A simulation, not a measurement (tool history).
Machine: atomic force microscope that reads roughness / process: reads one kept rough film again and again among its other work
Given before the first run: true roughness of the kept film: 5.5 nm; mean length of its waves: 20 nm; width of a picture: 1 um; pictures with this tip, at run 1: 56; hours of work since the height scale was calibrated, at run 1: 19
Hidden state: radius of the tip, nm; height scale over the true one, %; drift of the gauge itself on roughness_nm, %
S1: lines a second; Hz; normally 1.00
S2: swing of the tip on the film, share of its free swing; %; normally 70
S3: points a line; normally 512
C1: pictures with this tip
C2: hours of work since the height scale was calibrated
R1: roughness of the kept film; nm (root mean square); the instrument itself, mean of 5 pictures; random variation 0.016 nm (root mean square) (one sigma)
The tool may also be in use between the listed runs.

run	hour	S1	S2	S3	C1	C2	R1
1	0.0	1.00	70	512	56	19	2.577
2	8.1	1.00	70	512	63	23	2.483
3	17.5	1.00	70	512	72	27	2.376
4	27.9	1.00	70	512	82	31	2.253
# hour 41.1: new tip fitted
5	41.2	1.00	70	512	0	37	3.730
6	49.6	1.00	70	512	8	41	3.495
7	57.4	3.17	62	270	15	44	3.124
8	64.6	0.87	59	512	22	47	3.217
9	78.9	0.93	80	512	35	54	2.771
10	86.7	0.74	66	512	43	57	2.764

Alternative continuations, all from the tool just after run 10; predict every row:
A	98.8	1.64	78	346	54	62	?
B	98.8	0.74	80	512	54	62	?
C	98.8	3.75	86	626	54	62	?
D	98.8	3.60	59	834	54	62	?

run	R1
A	2.359
B	2.514
C	1.973
D	2.462
Take away the tool's hidden state, keep each run's random variation, and the runs would have read:
run	R1
A	3.519
B	3.749
C	2.940
D	3.675

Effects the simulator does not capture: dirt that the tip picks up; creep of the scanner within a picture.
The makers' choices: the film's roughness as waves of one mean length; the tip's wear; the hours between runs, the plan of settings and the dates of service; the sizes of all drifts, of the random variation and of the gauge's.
